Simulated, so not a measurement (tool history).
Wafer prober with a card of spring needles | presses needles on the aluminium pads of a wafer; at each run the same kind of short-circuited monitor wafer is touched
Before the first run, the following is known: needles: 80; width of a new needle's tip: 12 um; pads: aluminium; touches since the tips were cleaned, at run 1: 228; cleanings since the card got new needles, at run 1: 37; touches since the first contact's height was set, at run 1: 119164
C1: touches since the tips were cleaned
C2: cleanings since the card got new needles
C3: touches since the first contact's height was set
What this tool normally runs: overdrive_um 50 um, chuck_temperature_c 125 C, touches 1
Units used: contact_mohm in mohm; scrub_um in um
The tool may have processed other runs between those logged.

run 1 hour=0.0 | overdrive_um=50 chuck_temperature_c=125 touches=1 | C1=228 C2=37 C3=119164 | contact_mohm=292 scrub_um=9.99
-- hour=21.5 tips cleaned on abrasive film
run 2 hour=40.5 | overdrive_um=50 chuck_temperature_c=125 touches=1 | C1=8330 C2=38 C3=136906 | contact_mohm=490 scrub_um=9.98
-- hour=43.1 tips cleaned on abrasive film
-- hour=64.1 tips cleaned on abrasive film
-- hour=83.9 tips cleaned on abrasive film
run 3 hour=83.9 | overdrive_um=60 chuck_temperature_c=125 touches=1 | C1=0 C2=41 C3=155834 | contact_mohm=266 scrub_um=12.04
-- hour=105.0 tips cleaned on abrasive film
run 4 hour=112.9 | overdrive_um=50 chuck_temperature_c=125 touches=1 | C1=3460 C2=42 C3=168518 | contact_mohm=435 scrub_um=9.99
-- hour=125.7 tips cleaned on abrasive film
run 5 hour=144.3 | overdrive_um=50 chuck_temperature_c=125 touches=1 | C1=8190 C2=43 C3=182262 | contact_mohm=483 scrub_um=9.94
-- hour=146.9 tips cleaned on abrasive film
-- hour=168.3 tips cleaned on abrasive film
run 6 hour=179.4 | overdrive_um=50 chuck_temperature_c=125 touches=1 | C1=4888 C2=45 C3=197578 | contact_mohm=452 scrub_um=9.91
-- hour=189.3 tips cleaned on abrasive film
-- hour=211.2 tips cleaned on abrasive film
run 7 hour=212.6 | overdrive_um=50 chuck_temperature_c=125 touches=1 | C1=625 C2=47 C3=212072 | contact_mohm=317 scrub_um=9.91
-- hour=233.2 tips cleaned on abrasive film
run 8 hour=244.4 | overdrive_um=50 chuck_temperature_c=125 touches=1 | C1=4936 C2=48 C3=225995 | contact_mohm=454 scrub_um=9.89
-- hour=254.6 tips cleaned on abrasive film
-- hour=274.2 tips cleaned on abrasive film
run 9 hour=285.2 | overdrive_um=50 chuck_temperature_c=125 touches=1 | C1=4810 C2=50 C3=243809 | contact_mohm=443 scrub_um=9.90
-- hour=293.1 height of the first contact set anew
-- hour=296.2 tips cleaned on abrasive film
-- hour=317.1 tips cleaned on abrasive film
run 10 hour=319.1 | overdrive_um=36 chuck_temperature_c=125 touches=1 | C1=894 C2=52 C3=11337 | contact_mohm=361 scrub_um=7.26
-- hour=337.7 tips cleaned on abrasive film
-- hour=360.8 tips cleaned on abrasive film
run 11 hour=362.8 | overdrive_um=50 chuck_temperature_c=125 touches=1 | C1=869 C2=54 C3=30443 | contact_mohm=327 scrub_um=10.18
-- hour=381.6 tips cleaned on abrasive film
run 12 hour=386.1 | overdrive_um=50 chuck_temperature_c=125 touches=1 | C1=1994 C2=55 C3=40636 | contact_mohm=373 scrub_um=10.05
-- hour=402.6 tips cleaned on abrasive film
run 13 hour=408.9 | overdrive_um=50 chuck_temperature_c=125 touches=1 | C1=2733 C2=56 C3=50573 | contact_mohm=403 scrub_um=10.09
-- hour=424.1 tips cleaned on abrasive film
-- hour=445.4 tips cleaned on abrasive film
run 14 hour=447.7 | overdrive_um=32 chuck_temperature_c=125 touches=1 | C1=1006 C2=58 C3=67549 | contact_mohm=429 scrub_um=6.44
-- hour=466.4 tips cleaned on abrasive film
run 15 hour=466.4 | overdrive_um=50 chuck_temperature_c=88 touches=1 | C1=0 C2=59 C3=75728 | contact_mohm=275 scrub_um=9.99
-- hour=487.6 tips cleaned on abrasive film
-- hour=508.4 tips cleaned on abrasive film
run 16 hour=509.1 | overdrive_um=50 chuck_temperature_c=31 touches=1 | C1=288 C2=61 C3=94365 | contact_mohm=269 scrub_um=10.03
-- hour=529.5 tips cleaned on abrasive film
run 17 hour=548.3 | overdrive_um=50 chuck_temperature_c=50 touches=1 | C1=8246 C2=62 C3=111536 | contact_mohm=507 scrub_um=9.95
-- hour=551.2 tips cleaned on abrasive film
-- hour=572.3 tips cleaned on abrasive film
run 18 hour=583.5 | overdrive_um=45 chuck_temperature_c=32 touches=2 | C1=4955 C2=64 C3=126923 | contact_mohm=409 scrub_um=8.94
-- hour=593.2 tips cleaned on abrasive film
run 19 hour=608.3 | overdrive_um=45 chuck_temperature_c=32 touches=2 | C1=6631 C2=65 C3=137770 | contact_mohm=415 scrub_um=8.99
-- hour=616.0 tips cleaned on abrasive film
-- hour=636.1 tips cleaned on abrasive film
run 20 hour=638.9 | overdrive_um=67 chuck_temperature_c=32 touches=2 | C1=1222 C2=67 C3=151107 | contact_mohm=269 scrub_um=13.42
-- hour=656.6 tips cleaned on abrasive film
-- hour=677.4 tips cleaned on abrasive film
run 21 hour=677.9 | overdrive_um=53 chuck_temperature_c=39 touches=2 | C1=215 C2=69 C3=168145 | contact_mohm=250 scrub_um=10.59
-- hour=697.0 tips cleaned on abrasive film
run 22 hour=698.7 | overdrive_um=53 chuck_temperature_c=39 touches=2 | C1=729 C2=70 C3=177225 | contact_mohm=270 scrub_um=10.49
-- hour=717.1 tips cleaned on abrasive film
-- hour=737.0 tips cleaned on abrasive film
run 23 hour=738.6 | overdrive_um=53 chuck_temperature_c=39 touches=2 | C1=716 C2=72 C3=194675 | contact_mohm=268 scrub_um=10.50
-- hour=759.5 tips cleaned on abrasive film
run 24 hour=759.5 | overdrive_um=66 chuck_temperature_c=39 touches=1 | C1=0 C2=73 C3=203773 | contact_mohm=252 scrub_um=13.17
-- hour=780.9 tips cleaned on abrasive film
-- hour=801.8 tips cleaned on abrasive film
run 25 hour=803.4 | overdrive_um=53 chuck_temperature_c=80 touches=2 | C1=685 C2=75 C3=222976 | contact_mohm=284 scrub_um=10.52
-- hour=823.6 tips cleaned on abrasive film
-- hour=843.7 tips cleaned on abrasive film
run 26 hour=846.6 | overdrive_um=53 chuck_temperature_c=80 touches=2 | C1=1260 C2=77 C3=241857 | contact_mohm=298 scrub_um=10.48
-- hour=861.5 height of the first contact set anew
-- hour=865.3 tips cleaned on abrasive film
-- hour=885.0 tips cleaned on abrasive film
run 27 hour=885.0 | overdrive_um=53 chuck_temperature_c=80 touches=2 | C1=0 C2=79 C3=10256 | contact_mohm=253 scrub_um=10.66
-- hour=904.5 tips cleaned on abrasive film
run 28 hour=920.2 | overdrive_um=53 chuck_temperature_c=80 touches=2 | C1=6863 C2=80 C3=25633 | contact_mohm=383 scrub_um=10.75
-- hour=926.5 tips cleaned on abrasive film
-- hour=946.0 tips cleaned on abrasive film
run 29 hour=950.8 | overdrive_um=53 chuck_temperature_c=80 touches=2 | C1=2109 C2=82 C3=39006 | contact_mohm=321 scrub_um=10.73
-- hour=966.1 tips cleaned on abrasive film
run 30 hour=974.8 | overdrive_um=69 chuck_temperature_c=39 touches=2 | C1=3838 C2=83 C3=49514 | contact_mohm=299 scrub_um=13.91
-- hour=987.6 tips cleaned on abrasive film
run 31 hour=994.6 | overdrive_um=50 chuck_temperature_c=125 touches=2 | C1=3059 C2=84 C3=58140 | contact_mohm=345 scrub_um=10.10

Some steps in contact_mohm, run to run, broken into two amounts with sign: the step expected even without the hidden condition (settings, incoming material, random variation), and the rest, left for the hidden condition together with whatever gauge scatter is not in both the measured and the hidden-condition-free result:
The tool's hidden condition here consists of: debris on the tips, nm; way that the needles fall short of the set height, um; tips' diameter, um; drift of the gauge itself on contact_mohm, %; drift of the gauge itself on scrub_um, %.
Run 1 -> 2: tips cleaned on abrasive film. contact_mohm +198 mohm: hidden state +198, all else +0.
Run 2 -> 3: overdrive_um 50 -> 60, tips cleaned on abrasive film, tips cleaned on abrasive film, tips cleaned on abrasive film. contact_mohm -224 mohm: hidden state -221, all else -3.
Run 16 -> 17: chuck_temperature_c 31 -> 50, tips cleaned on abrasive film. contact_mohm +238 mohm: hidden state +231, all else +7.
